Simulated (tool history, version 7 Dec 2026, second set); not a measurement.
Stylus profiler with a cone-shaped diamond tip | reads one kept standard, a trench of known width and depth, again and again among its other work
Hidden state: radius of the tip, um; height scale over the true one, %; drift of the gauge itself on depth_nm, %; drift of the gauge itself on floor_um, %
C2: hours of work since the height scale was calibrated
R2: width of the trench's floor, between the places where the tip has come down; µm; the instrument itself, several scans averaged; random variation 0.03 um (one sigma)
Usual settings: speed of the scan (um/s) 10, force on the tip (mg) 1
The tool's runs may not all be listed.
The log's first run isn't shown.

{"run": 2, "hour": 118.1, "speed of the scan (um/s)": 10, "force on the tip (mg)": 1, "scans with this tip": 808, "C2": 184, "depth of the trench (nm)": 201.32, "R2": 98.11}
{"run": 3, "hour": 199.7, "speed of the scan (um/s)": 10, "force on the tip (mg)": 1, "scans with this tip": 1051, "C2": 239, "depth of the trench (nm)": 201.08, "R2": 98}
{"run": 4, "hour": 318.7, "speed of the scan (um/s)": 10, "force on the tip (mg)": 1, "scans with this tip": 1407, "C2": 320, "depth of the trench (nm)": 200.9, "R2": 97.97}
{"run": 5, "hour": 371.0, "speed of the scan (um/s)": 10, "force on the tip (mg)": 1, "scans with this tip": 1563, "C2": 355, "depth of the trench (nm)": 200.82, "R2": 97.95}
{"run": 6, "hour": 455.2, "speed of the scan (um/s)": 10, "force on the tip (mg)": 1, "scans with this tip": 1815, "C2": 413, "depth of the trench (nm)": 201.1, "R2": 97.93}
{"run": 7, "hour": 507.2, "speed of the scan (um/s)": 10, "force on the tip (mg)": 1, "scans with this tip": 1970, "C2": 448, "depth of the trench (nm)": 200.9, "R2": 97.93}
{"run": 8, "hour": 588.7, "speed of the scan (um/s)": 10, "force on the tip (mg)": 1, "scans with this tip": 2214, "C2": 503, "depth of the trench (nm)": 200.99, "R2": 97.9}
{"run": 9, "hour": 640.4, "speed of the scan (um/s)": 10, "force on the tip (mg)": 1, "scans with this tip": 2368, "C2": 538, "depth of the trench (nm)": 201.01, "R2": 97.88}
{"run": 10, "hour": 701.6, "speed of the scan (um/s)": 10, "force on the tip (mg)": 1, "scans with this tip": 2551, "C2": 580, "depth of the trench (nm)": 200.91, "R2": 97.88}
{"run": 11, "hour": 786.4, "speed of the scan (um/s)": 29, "force on the tip (mg)": 1, "scans with this tip": 2804, "C2": 637, "depth of the trench (nm)": 200.95, "R2": 97.73}
{"run": 12, "hour": 870.0, "speed of the scan (um/s)": 10, "force on the tip (mg)": 1, "scans with this tip": 3054, "C2": 694, "depth of the trench (nm)": 200.69, "R2": 97.79}
{"run": 13, "hour": 967.8, "speed of the scan (um/s)": 10, "force on the tip (mg)": 1, "scans with this tip": 3346, "C2": 761, "depth of the trench (nm)": 200.76, "R2": 97.75}
{"hour": 976.9, "done": "height scale calibrated on a step standard"}
{"run": 14, "hour": 1073.8, "speed of the scan (um/s)": 10, "force on the tip (mg)": 1, "scans with this tip": 3661, "C2": 66, "depth of the trench (nm)": 200.55, "R2": 97.7}
{"run": 15, "hour": 1176.4, "speed of the scan (um/s)": 10, "force on the tip (mg)": 1, "scans with this tip": 3967, "C2": 135, "depth of the trench (nm)": 200.51, "R2": 97.68}
{"run": 16, "hour": 1256.5, "speed of the scan (um/s)": 6, "force on the tip (mg)": 1, "scans with this tip": 4207, "C2": 190, "depth of the trench (nm)": 200.56, "R2": 97.69}
{"hour": 1303.2, "done": "height scale calibrated on a step standard, once more"}
{"run": 17, "hour": 1354.9, "speed of the scan (um/s)": 15, "force on the tip (mg)": 1.11, "scans with this tip": 4499, "C2": 35, "depth of the trench (nm)": 201.49, "R2": 97.57}
{"run": 18, "hour": 1476.2, "speed of the scan (um/s)": 15, "force on the tip (mg)": 1.11, "scans with this tip": 4862, "C2": 117, "depth of the trench (nm)": 201.17, "R2": 97.61}
{"run": 19, "hour": 1531.1, "speed of the scan (um/s)": 15, "force on the tip (mg)": 1.11, "scans with this tip": 5026, "C2": 155, "depth of the trench (nm)": 201.11, "R2": 97.53}
{"run": 20, "hour": 1630.2, "speed of the scan (um/s)": 3, "force on the tip (mg)": 0.49, "scans with this tip": 5322, "C2": 222, "depth of the trench (nm)": 200.57, "R2": 97.47}
{"run": 21, "hour": 1730.6, "speed of the scan (um/s)": 2, "force on the tip (mg)": 0.43, "scans with this tip": 5621, "C2": 290, "depth of the trench (nm)": 200.48, "R2": 97.56}
{"run": 22, "hour": 1834.5, "speed of the scan (um/s)": 2, "force on the tip (mg)": 0.43, "scans with this tip": 5932, "C2": 361, "depth of the trench (nm)": 200.29, "R2": 97.49}
{"run": 23, "hour": 1910.7, "speed of the scan (um/s)": 3, "force on the tip (mg)": 1.87, "scans with this tip": 6160, "C2": 413, "depth of the trench (nm)": 201.69, "R2": 97.52}
{"run": 24, "hour": 2015.6, "speed of the scan (um/s)": 35, "force on the tip (mg)": 0.87, "scans with this tip": 6473, "C2": 484, "depth of the trench (nm)": 200.63, "R2": 97.25}
{"run": 25, "hour": 2104.5, "speed of the scan (um/s)": 2, "force on the tip (mg)": 0.92, "scans with this tip": 6738, "C2": 544, "depth of the trench (nm)": 200.82, "R2": 97.44}

The next listed run, before its measurement:
{"run": 26, "hour": 2185.6, "speed of the scan (um/s)": 2, "force on the tip (mg)": 0.92, "scans with this tip": 6981, "C2": 599, "depth of the trench (nm)": "?", "R2": "?"}

Run 26 gave depth of the trench (nm) 200.68, R2 97.35 µm.
Without the tool's hidden state the same run would have given depth of the trench (nm) 201.18, R2 98.22 µm.
